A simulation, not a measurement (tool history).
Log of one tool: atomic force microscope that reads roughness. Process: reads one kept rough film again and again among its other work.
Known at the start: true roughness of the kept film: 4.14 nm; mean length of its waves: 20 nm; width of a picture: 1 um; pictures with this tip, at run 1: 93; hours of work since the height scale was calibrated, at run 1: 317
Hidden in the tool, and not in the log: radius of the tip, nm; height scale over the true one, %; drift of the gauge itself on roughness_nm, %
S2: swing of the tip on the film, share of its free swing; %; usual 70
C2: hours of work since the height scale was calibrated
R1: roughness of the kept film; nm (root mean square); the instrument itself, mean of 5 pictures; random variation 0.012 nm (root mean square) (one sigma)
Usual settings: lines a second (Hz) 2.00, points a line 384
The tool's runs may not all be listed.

run 1 hour=0.0 | lines_a_second_(Hz)=2.00 S2=70 points_a_line=384 | pictures_with_this_tip=93 C2=317 | R1=2.214
run 2 hour=13.7 | lines_a_second_(Hz)=2.00 S2=70 points_a_line=384 | pictures_with_this_tip=107 C2=325 | R1=2.157
run 3 hour=23.3 | lines_a_second_(Hz)=2.00 S2=70 points_a_line=384 | pictures_with_this_tip=117 C2=331 | R1=2.111
run 4 hour=36.5 | lines_a_second_(Hz)=2.00 S2=70 points_a_line=384 | pictures_with_this_tip=131 C2=339 | R1=2.058
run 5 hour=48.9 | lines_a_second_(Hz)=2.00 S2=70 points_a_line=384 | pictures_with_this_tip=143 C2=346 | R1=1.998
run 6 hour=58.7 | lines_a_second_(Hz)=2.00 S2=70 points_a_line=384 | pictures_with_this_tip=153 C2=352 | R1=1.953
run 7 hour=75.5 | lines_a_second_(Hz)=2.00 S2=70 points_a_line=384 | pictures_with_this_tip=170 C2=362 | R1=1.881
run 8 hour=87.9 | lines_a_second_(Hz)=2.00 S2=70 points_a_line=384 | pictures_with_this_tip=183 C2=369 | R1=1.858
run 9 hour=98.1 | lines_a_second_(Hz)=2.00 S2=55 points_a_line=384 | pictures_with_this_tip=193 C2=375 | R1=1.896
run 10 hour=116.0 | lines_a_second_(Hz)=2.00 S2=61 points_a_line=384 | pictures_with_this_tip=212 C2=385 | R1=1.815
run 11 hour=136.2 | lines_a_second_(Hz)=2.00 S2=61 points_a_line=384 | pictures_with_this_tip=232 C2=397 | R1=1.749
-- hour=138.3 new tip fitted
run 12 hour=154.0 | lines_a_second_(Hz)=2.00 S2=61 points_a_line=384 | pictures_with_this_tip=16 C2=407 | R1=2.682
run 13 hour=163.3 | lines_a_second_(Hz)=2.00 S2=61 points_a_line=384 | pictures_with_this_tip=25 C2=413 | R1=2.661
run 14 hour=171.4 | lines_a_second_(Hz)=1.80 S2=61 points_a_line=384 | pictures_with_this_tip=33 C2=418 | R1=2.592
-- hour=173.2 height scale calibrated on a step standard
run 15 hour=188.3 | lines_a_second_(Hz)=1.80 S2=61 points_a_line=384 | pictures_with_this_tip=50 C2=9 | R1=2.491
run 16 hour=203.2 | lines_a_second_(Hz)=2.00 S2=70 points_a_line=499 | pictures_with_this_tip=65 C2=18 | R1=2.353
run 17 hour=218.8 | lines_a_second_(Hz)=2.00 S2=70 points_a_line=499 | pictures_with_this_tip=81 C2=27 | R1=2.287
run 18 hour=229.8 | lines_a_second_(Hz)=2.00 S2=70 points_a_line=499 | pictures_with_this_tip=92 C2=33 | R1=2.236
run 19 hour=241.4 | lines_a_second_(Hz)=2.00 S2=70 points_a_line=499 | pictures_with_this_tip=104 C2=40 | R1=2.170
run 20 hour=252.3 | lines_a_second_(Hz)=2.00 S2=70 points_a_line=499 | pictures_with_this_tip=115 C2=47 | R1=2.128
-- hour=264.9 height scale calibrated on a step standard, once more
run 21 hour=271.4 | lines_a_second_(Hz)=2.00 S2=70 points_a_line=499 | pictures_with_this_tip=133 C2=4 | R1=2.021
run 22 hour=287.4 | lines_a_second_(Hz)=2.00 S2=70 points_a_line=499 | pictures_with_this_tip=150 C2=13 | R1=1.965
run 23 hour=302.4 | lines_a_second_(Hz)=2.00 S2=70 points_a_line=499 | pictures_with_this_tip=165 C2=22 | R1=1.918
run 24 hour=321.2 | lines_a_second_(Hz)=2.00 S2=70 points_a_line=499 | pictures_with_this_tip=184 C2=33 | R1=1.837
run 25 hour=335.1 | lines_a_second_(Hz)=0.97 S2=70 points_a_line=384 | pictures_with_this_tip=198 C2=41 | R1=1.832
run 26 hour=353.6 | lines_a_second_(Hz)=0.97 S2=70 points_a_line=384 | pictures_with_this_tip=217 C2=52 | R1=1.778
-- hour=370.2 new tip fitted
run 27 hour=372.8 | lines_a_second_(Hz)=0.97 S2=70 points_a_line=384 | pictures_with_this_tip=3 C2=63 | R1=2.817
run 28 hour=381.1 | lines_a_second_(Hz)=2.17 S2=87 points_a_line=627 | pictures_with_this_tip=12 C2=68 | R1=2.504
run 29 hour=394.1 | lines_a_second_(Hz)=1.65 S2=87 points_a_line=315 | pictures_with_this_tip=25 C2=76 | R1=2.453
run 30 hour=411.5 | lines_a_second_(Hz)=0.87 S2=66 points_a_line=313 | pictures_with_this_tip=43 C2=86 | R1=2.543
run 31 hour=427.1 | lines_a_second_(Hz)=1.18 S2=72 points_a_line=901 | pictures_with_this_tip=58 C2=95 | R1=2.466
run 32 hour=436.1 | lines_a_second_(Hz)=1.18 S2=72 points_a_line=901 | pictures_with_this_tip=68 C2=100 | R1=2.403
run 33 hour=448.7 | lines_a_second_(Hz)=1.18 S2=80 points_a_line=901 | pictures_with_this_tip=80 C2=108 | R1=2.307
run 34 hour=459.1 | lines_a_second_(Hz)=1.18 S2=80 points_a_line=901 | pictures_with_this_tip=91 C2=114 | R1=2.251
run 35 hour=471.3 | lines_a_second_(Hz)=3.62 S2=69 points_a_line=384 | pictures_with_this_tip=103 C2=121 | R1=2.096
run 36 hour=485.9 | lines_a_second_(Hz)=3.62 S2=79 points_a_line=384 | pictures_with_this_tip=118 C2=130 | R1=1.917
run 37 hour=496.2 | lines_a_second_(Hz)=2.35 S2=79 points_a_line=852 | pictures_with_this_tip=129 C2=136 | R1=1.983
run 38 hour=515.9 | lines_a_second_(Hz)=2.35 S2=80 points_a_line=869 | pictures_with_this_tip=149 C2=147 | R1=1.920
run 39 hour=532.0 | lines_a_second_(Hz)=1.24 S2=75 points_a_line=384 | pictures_with_this_tip=165 C2=157 | R1=1.930
run 40 hour=551.2 | lines_a_second_(Hz)=2.00 S2=71 points_a_line=384 | pictures_with_this_tip=185 C2=168 | R1=1.853
run 41 hour=563.1 | lines_a_second_(Hz)=0.83 S2=79 points_a_line=290 | pictures_with_this_tip=197 C2=175 | R1=1.824
run 42 hour=576.2 | lines_a_second_(Hz)=2.00 S2=58 points_a_line=809 | pictures_with_this_tip=210 C2=183 | R1=1.834
run 43 hour=595.8 | lines_a_second_(Hz)=2.00 S2=80 points_a_line=384 | pictures_with_this_tip=230 C2=194 | R1=1.649
-- hour=600.1 new tip fitted
run 44 hour=606.7 | lines_a_second_(Hz)=2.00 S2=80 points_a_line=384 | pictures_with_this_tip=7 C2=201 | R1=2.546
run 45 hour=624.0 | lines_a_second_(Hz)=2.00 S2=63 points_a_line=893 | pictures_with_this_tip=24 C2=211 | R1=2.607
run 46 hour=641.1 | lines_a_second_(Hz)=0.61 S2=63 points_a_line=765 | pictures_with_this_tip=42 C2=221 | R1=2.550
run 47 hour=649.7 | lines_a_second_(Hz)=0.61 S2=63 points_a_line=765 | pictures_with_this_tip=51 C2=226 | R1=2.501
run 48 hour=659.3 | lines_a_second_(Hz)=1.33 S2=82 points_a_line=485 | pictures_with_this_tip=60 C2=231 | R1=2.281
run 49 hour=674.3 | lines_a_second_(Hz)=1.88 S2=75 points_a_line=485 | pictures_with_this_tip=76 C2=240 | R1=2.210
run 50 hour=693.4 | lines_a_second_(Hz)=1.88 S2=75 points_a_line=485 | pictures_with_this_tip=95 C2=252 | R1=2.123
run 51 hour=709.5 | lines_a_second_(Hz)=3.66 S2=62 points_a_line=435 | pictures_with_this_tip=112 C2=261 | R1=2.048
run 52 hour=721.4 | lines_a_second_(Hz)=3.66 S2=62 points_a_line=435 | pictures_with_this_tip=124 C2=268 | R1=2.028
run 53 hour=736.1 | lines_a_second_(Hz)=0.83 S2=79 points_a_line=384 | pictures_with_this_tip=139 C2=277 | R1=1.984

4 ways to go on from here, each from the tool as it stands after run 53. What would each give?
run A hour=752.6 | lines_a_second_(Hz)=2.85 S2=79 points_a_line=609 | pictures_with_this_tip=155 C2=286 | R1=?
run B hour=752.6 | lines_a_second_(Hz)=2.91 S2=62 points_a_line=265 | pictures_with_this_tip=155 C2=286 | R1=?
run C hour=752.6 | lines_a_second_(Hz)=3.78 S2=73 points_a_line=717 | pictures_with_this_tip=155 C2=286 | R1=?
run D hour=752.6 | lines_a_second_(Hz)=0.61 S2=72 points_a_line=631 | pictures_with_this_tip=155 C2=286 | R1=?

run=A R1=1.823
run=B R1=1.888
run=C R1=1.824
run=D R1=2.000
Without the tool's hidden state the same runs would have given:
run=A R1=2.623
run=B R1=2.718
run=C R1=2.628
run=D R1=2.878
